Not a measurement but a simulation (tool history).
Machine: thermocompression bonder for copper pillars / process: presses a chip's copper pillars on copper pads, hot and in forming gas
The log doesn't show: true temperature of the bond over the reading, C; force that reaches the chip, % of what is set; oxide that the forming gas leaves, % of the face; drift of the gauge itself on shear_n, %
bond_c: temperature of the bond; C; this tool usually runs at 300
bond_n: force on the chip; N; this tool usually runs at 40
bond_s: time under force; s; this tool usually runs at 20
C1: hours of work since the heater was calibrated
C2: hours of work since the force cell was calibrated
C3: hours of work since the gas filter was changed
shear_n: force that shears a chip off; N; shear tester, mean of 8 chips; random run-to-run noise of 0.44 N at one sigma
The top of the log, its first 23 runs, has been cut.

{"run": 24, "hour": 171.7, "bond_c": 300, "bond_n": 40, "bond_s": 12, "C1": 307, "C2": 515, "C3": 122, "shear_n": 53.8}
{"run": 25, "hour": 177.6, "bond_c": 327, "bond_n": 38, "bond_s": 15, "C1": 312, "C2": 519, "C3": 126, "shear_n": 78.2}
{"run": 26, "hour": 188.2, "bond_c": 320, "bond_n": 47, "bond_s": 26, "C1": 320, "C2": 527, "C3": 135, "shear_n": 95.5}
{"run": 27, "hour": 196.2, "bond_c": 294, "bond_n": 26, "bond_s": 20, "C1": 326, "C2": 534, "C3": 141, "shear_n": 43.6}
{"run": 28, "hour": 204.8, "bond_c": 302, "bond_n": 40, "bond_s": 20, "C1": 333, "C2": 540, "C3": 147, "shear_n": 67.0}
{"run": 29, "hour": 211.4, "bond_c": 300, "bond_n": 40, "bond_s": 28, "C1": 338, "C2": 545, "C3": 152, "shear_n": 72.5}
{"run": 30, "hour": 220.8, "bond_c": 313, "bond_n": 27, "bond_s": 20, "C1": 345, "C2": 552, "C3": 159, "shear_n": 57.9}
{"run": 31, "hour": 226.4, "bond_c": 286, "bond_n": 28, "bond_s": 18, "C1": 349, "C2": 557, "C3": 164, "shear_n": 38.2}
{"run": 32, "hour": 233.7, "bond_c": 286, "bond_n": 28, "bond_s": 18, "C1": 355, "C2": 562, "C3": 169, "shear_n": 38.8}
{"run": 33, "hour": 243.7, "bond_c": 279, "bond_n": 40, "bond_s": 20, "C1": 362, "C2": 570, "C3": 177, "shear_n": 47.2}
{"run": 34, "hour": 248.9, "bond_c": 292, "bond_n": 59, "bond_s": 20, "C1": 366, "C2": 574, "C3": 181, "shear_n": 73.9}
{"run": 35, "hour": 256.5, "bond_c": 289, "bond_n": 29, "bond_s": 24, "C1": 372, "C2": 579, "C3": 187, "shear_n": 46.1}
{"run": 36, "hour": 266.8, "bond_c": 306, "bond_n": 29, "bond_s": 24, "C1": 380, "C2": 587, "C3": 194, "shear_n": 59.0}
{"run": 37, "hour": 271.9, "bond_c": 306, "bond_n": 25, "bond_s": 28, "C1": 384, "C2": 591, "C3": 198, "shear_n": 55.7}
{"run": 38, "hour": 279.6, "bond_c": 306, "bond_n": 25, "bond_s": 28, "C1": 390, "C2": 597, "C3": 204, "shear_n": 56.2}

Branching from run 38: 4 alternative next runs. What would each branch give?
{"run": "A", "hour": 286.8, "bond_c": 317, "bond_n": 51, "bond_s": 33, "C1": 395, "C2": 603, "C3": 210, "shear_n": "?"}
{"run": "B", "hour": 286.8, "bond_c": 293, "bond_n": 40, "bond_s": 23, "C1": 395, "C2": 603, "C3": 210, "shear_n": "?"}
{"run": "C", "hour": 286.8, "bond_c": 317, "bond_n": 53, "bond_s": 11, "C1": 395, "C2": 603, "C3": 210, "shear_n": "?"}
{"run": "D", "hour": 286.8, "bond_c": 295, "bond_n": 40, "bond_s": 45, "C1": 395, "C2": 603, "C3": 210, "shear_n": "?"}

run=A shear_n=100.5
run=B shear_n=60.8
run=C shear_n=75.9
run=D shear_n=77.5
What these runs would have given with no unlogged condition in the tool:
run=A shear_n=106.7
run=B shear_n=64.9
run=C shear_n=81.0
run=D shear_n=82.5
